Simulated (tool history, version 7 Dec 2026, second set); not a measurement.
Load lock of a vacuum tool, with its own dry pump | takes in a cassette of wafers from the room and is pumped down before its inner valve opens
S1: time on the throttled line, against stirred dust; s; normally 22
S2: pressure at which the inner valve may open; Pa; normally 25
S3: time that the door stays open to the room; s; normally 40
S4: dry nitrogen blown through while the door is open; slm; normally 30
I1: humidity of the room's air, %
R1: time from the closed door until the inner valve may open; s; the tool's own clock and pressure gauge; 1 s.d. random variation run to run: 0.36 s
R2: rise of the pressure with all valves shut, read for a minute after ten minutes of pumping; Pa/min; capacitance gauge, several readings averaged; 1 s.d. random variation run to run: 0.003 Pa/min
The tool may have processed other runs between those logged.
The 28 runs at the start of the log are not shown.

Run 29, hour 1951.6: usual settings but S1 29 s, S2 29 Pa, S3 71 s, S4 18 slm; I1 43.5. Result: R1 40.8 s, R2 0.142 Pa/min.
Run 30, hour 2044.9: usual settings but S4 32 slm; I1 41.4. Result: R1 36.1 s, R2 0.106 Pa/min.
Run 31, hour 2111.4: usual settings but S1 41 s; I1 43.9. Result: R1 51.5 s, R2 0.107 Pa/min.
Run 32, hour 2170.7: usual settings but S1 41 s, S3 39 s, S4 8 slm; I1 43.5. Result: R1 51.2 s, R2 0.133 Pa/min.
Run 33, hour 2231.3: usual settings but S1 44 s, S2 42 Pa, S3 235 s, S4 21 slm; I1 46.5. Result: R1 52.0 s, R2 0.238 Pa/min.
Run 34, hour 2309.0: usual settings but S2 23 Pa, S3 200 s, S4 29 slm; I1 48.1. Result: R1 36.4 s, R2 0.197 Pa/min.
Run 35, hour 2399.4: usual settings but S1 33 s, S2 34 Pa, S3 88 s, S4 4 slm; I1 44.1. Result: R1 44.7 s, R2 0.204 Pa/min.
Run 36, hour 2496.5: usual settings but S1 33 s, S2 34 Pa, S3 88 s, S4 4 slm; I1 45.8. Result: R1 43.8 s, R2 0.202 Pa/min.

Branching from run 36: 5 alternative next runs. What would each branch give?
Run A, hour 2556.6: usual settings but S1 19 s, S2 39 Pa, S3 88 s, S4 19 slm; I1 46.2. Result: R1 ?, R2 ?.
Run B, hour 2556.6: usual settings but S4 4 slm; I1 45.0. Result: R1 ?, R2 ?.
Run C, hour 2556.6: usual settings but S1 11 s, S4 23 slm; I1 46.2. Result: R1 ?, R2 ?.
Run D, hour 2556.6: usual settings but S1 17 s, S2 18 Pa, S3 88 s, S4 4 slm; I1 46.3. Result: R1 ?, R2 ?.
Run E, hour 2556.6: usual settings but S1 15 s, S3 143 s; I1 48.1. Result: R1 ?, R2 ?.

run    R1     R2
  A  32.4  0.170
  B  35.9  0.157
  C  27.0  0.126
  D  32.1  0.207
  E  30.7  0.184
With the hidden condition removed and each run's random variation left untouched, the same runs would have given:
run    R1     R2
  A  29.5  0.105
  B  32.9  0.091
  C  23.5  0.061
  D  28.8  0.142
  E  27.3  0.119
